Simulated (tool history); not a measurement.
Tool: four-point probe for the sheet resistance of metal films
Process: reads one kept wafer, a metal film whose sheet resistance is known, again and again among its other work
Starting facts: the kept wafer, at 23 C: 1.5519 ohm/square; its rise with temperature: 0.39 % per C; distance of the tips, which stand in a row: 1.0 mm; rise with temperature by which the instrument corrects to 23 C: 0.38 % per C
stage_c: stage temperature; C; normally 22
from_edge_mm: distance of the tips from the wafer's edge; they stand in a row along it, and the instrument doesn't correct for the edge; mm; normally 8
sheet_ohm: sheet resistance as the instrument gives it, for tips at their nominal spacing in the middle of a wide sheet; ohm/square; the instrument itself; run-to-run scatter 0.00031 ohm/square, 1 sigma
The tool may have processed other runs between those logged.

run    hour  stage_c  from_edge_mm  sheet_ohm
  1       0       22             8   1.563446
  2    35.4       22             8   1.562633
         38  -- stage's thermometer calibrated
  3    66.5       22             8   1.564606
  4    90.7       22            47   1.552134
  5   135.9       22             8   1.565008
  6   177.9       22             8   1.564794
  7   203.4       22             8   1.564448
  8   228.2       22             8   1.564619
  9   260.8       22             8   1.564665
 10   298.8       22             8   1.564403
 11   325.7       22             8   1.564815
 12   345.9       22             8   1.564406
 13     376       22             8   1.564412
 14   419.8       22             8    1.56383
 15   447.2       22             8   1.564402
 16   491.3       22             8    1.56304
 17   517.7       30             8   1.565598
 18     557       18             8   1.562869
 19   601.2       18             8   1.562927
 20   631.1       18             8   1.562872
 21   673.3       18             8   1.563021
 22   716.5       18             8    1.56234
 23   758.6       18             8   1.562865
 24   802.8       18             8   1.562455
 25   832.7       27             6    1.57413
 26   877.9       27             6   1.573858
 27   917.3       27             6   1.574663
 28     941       35            62   1.552999
 29   987.7       33            11   1.558701
 30  1029.5       33            11   1.558366
 31  1064.3       31            62   1.551732
 32  1097.9       33             5   1.584726
 33  1135.1       27            58   1.550412
 34  1168.8       27            21   1.552094
 35  1206.5       20            16   1.552122
 36  1234.3       20            12   1.555141
 37  1253.9       28            14   1.554911
 38    1288       19            19   1.551119
 39  1317.2       19            19   1.550634
 40  1358.1       20             6   1.571814
 41  1392.7       34            15     1.5551
 42  1437.2       20            27   1.549704
 43    1460       31             7   1.567399
 44  1486.7       21            67   1.548966
 45  1506.6       21            67   1.548406

Branching from run 45: 3 alternative next runs. What would each branch give?
  A  1542.8       32             8          ?
  B  1542.8       22             6          ?
  C  1542.8       27             5          ?

run  sheet_ohm
  A   1.563479
  B   1.572041
  C   1.582345
Had the tool no hidden state, the same runs would have come out as:
run  sheet_ohm
  A   1.566359
  B   1.575025
  C   1.585303
